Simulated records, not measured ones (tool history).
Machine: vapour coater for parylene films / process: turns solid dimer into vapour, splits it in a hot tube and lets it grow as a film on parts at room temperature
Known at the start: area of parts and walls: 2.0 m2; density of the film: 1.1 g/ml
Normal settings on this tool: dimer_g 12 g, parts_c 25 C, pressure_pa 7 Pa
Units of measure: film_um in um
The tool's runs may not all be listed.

run,hour,dimer_g,parts_c,pressure_pa,film_um
1,0,12,25,7,3.09
2,70,12,25,7,3.04
3,111.8,12,25,7,2.98
4,177.5,12,25,5.55,3.11
5,224.2,12,25,5.55,3.1
6,294,12,25,5.55,3.16
7,350.7,18,35,6.92,3.2
8,419.3,11,25,7.08,2.64
9,481.7,8,27,7,1.78
10,554.6,12,33,7,2.19
11,613.3,6,20,7,1.67
12,680.4,6,20,7,1.63

Pick out some run-to-run changes in film_um. Of each, how much would a tool without hidden state show as well, from the settings, what came in and chance, and how much is left for the hidden state and any gauge scatter not in both results compared?
Hidden state present: vapour lost through the trap's worn valve, %; true temperature of the parts over the reading, C; drift of the gauge itself on film_um, %.
Run 8 -> 9: dimer_g 11 -> 8, parts_c 25 -> 27, pressure_pa 7.08 -> 7. film_um -0.86 um: hidden state +0.06, all else -0.92.
